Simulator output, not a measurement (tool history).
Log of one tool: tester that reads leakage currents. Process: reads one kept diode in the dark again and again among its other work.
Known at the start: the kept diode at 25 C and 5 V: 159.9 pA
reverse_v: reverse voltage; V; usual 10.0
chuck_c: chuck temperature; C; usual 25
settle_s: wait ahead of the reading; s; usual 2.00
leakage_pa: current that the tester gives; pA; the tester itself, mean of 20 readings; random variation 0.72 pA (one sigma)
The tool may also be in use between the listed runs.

run	hour	reverse_v	chuck_c	settle_s	leakage_pa
1	0.0	10.0	25	2.00	285.37
# hour 57.1: chuck's temperature calibrated
2	110.6	10.0	25	2.00	241.71
3	178.5	10.0	25	2.00	240.11
4	308.0	10.0	25	2.00	244.07
5	433.6	10.0	25	2.00	245.68
6	550.3	10.0	25	2.00	248.31
7	665.3	10.0	25	2.00	250.86
8	721.5	10.0	25	0.86	252.05
9	798.5	10.0	25	0.86	252.80
10	864.2	10.0	25	0.86	253.88
11	941.0	10.0	25	0.86	254.76
12	1068.8	13.9	25	0.86	310.04
13	1169.1	10.0	22	2.00	200.74
# hour 1268.2: probe card cleaned and baked
14	1280.0	10.0	53	5.52	2256.24
15	1372.5	10.0	53	0.32	2265.17
16	1439.3	10.0	25	8.02	251.54
17	1504.8	10.0	25	8.02	253.83
18	1571.7	3.7	25	2.66	145.11
19	1625.1	10.0	26	0.86	280.97
20	1684.7	10.0	37	0.86	691.21
21	1740.1	19.9	25	4.31	380.56
22	1842.5	19.9	25	4.31	383.36
23	1902.9	19.9	25	0.63	393.68
24	2015.6	6.5	25	0.31	209.82
25	2084.9	6.5	25	0.31	211.25
26	2141.7	1.1	25	2.00	75.77

3 ways to go on from here, each from the tool as it stands after run 26. What would each give?
A	2236.5	1.5	29	0.91	?
B	2236.5	10.0	22	0.83	?
C	2236.5	17.7	29	2.00	?

run	leakage_pa
A	126.87
B	208.67
C	517.02
Without the tool's hidden state the same runs would have given:
run	leakage_pa
A	114.46
B	185.55
C	463.49
